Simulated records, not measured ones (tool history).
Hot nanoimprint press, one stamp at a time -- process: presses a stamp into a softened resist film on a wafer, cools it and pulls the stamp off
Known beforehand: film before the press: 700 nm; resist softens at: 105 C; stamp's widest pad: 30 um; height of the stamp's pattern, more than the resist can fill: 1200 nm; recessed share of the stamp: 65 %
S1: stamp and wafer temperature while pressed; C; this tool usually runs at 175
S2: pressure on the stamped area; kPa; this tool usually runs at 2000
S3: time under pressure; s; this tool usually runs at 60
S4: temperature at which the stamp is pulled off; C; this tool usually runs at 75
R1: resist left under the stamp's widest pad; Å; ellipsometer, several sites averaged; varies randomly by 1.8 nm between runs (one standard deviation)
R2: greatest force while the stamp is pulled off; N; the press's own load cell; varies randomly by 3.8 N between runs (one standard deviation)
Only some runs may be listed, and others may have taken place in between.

run   hour   S1    S2   S3  S4    R1   R2
  1    0.0  175  2000   60  75  2808  259
  2   12.0  175  2000   60  75  2828  264
  3   22.1  175  2000   60  75  2786  259
  4   31.3  175  2280   60  75  2604  262
  5   38.4  175  2280   60  75  2649  269
  6   51.9  175  2280   60  75  2648  271
  7   58.8  175  2460   60  75  2522  267
  8   66.0  175  1280   60  75  3564  267
  9   77.7  179  2000   60  75  2367  271
 10   91.9  179  2000   60  75  2359  265
 11  100.4  179  2000   60  75  2345  271
     104.2  -- plate thermocouple calibrated
 12  113.3  171  2000   60  75  3376  269
 13  124.8  175  2000   60  75  2816  279
 14  137.2  175  2000   62  75  2822  280
 15  148.9  175  2000   60  75  2843  274
     155.0  -- plate thermocouple calibrated, once more
 16  161.0  175  2370   53  75  2715  274
 17  167.7  175  1370   60  80  3453  253
 18  174.9  175  1370  116  80  2749  265
 19  181.2  175  2220  116  80  2102  263
 20  193.4  173  2900   30  79  3278  268
 21  204.3  176  2240   60  71  2561  301
 22  213.0  163  2240   60  70  4593  288
 23  222.0  163  2240   60  70  4568  306
 24  232.3  174  2500   60  70  2650  301
 25  238.9  174  2500   60  70  2608  296
 26  251.3  174  2500   60  70  2656  304
 27  258.1  180  2500   60  78  2003  275
 28  268.4  175  2000   54  75  2956  288
 29  276.3  175  2000   54  75  2949  291

Here are 4 independent what-if runs from the current tool condition. What would each one return?
  A  286.4  175  2060   31  75   ?   ?
  B  286.4  175  2000  113  61   ?   ?
  C  286.4  181  2000   60  75   ?   ?
  D  286.4  177  2030  102  75   ?   ?

run    R1   R2
  A  3569  299
  B  2258  349
  C  2183  301
  D  2133  294
With the hidden condition removed and each run's random variation left untouched, the same runs would have given:
run    R1   R2
  A  3519  185
  B  2222  215
  C  2150  186
  D  2099  182
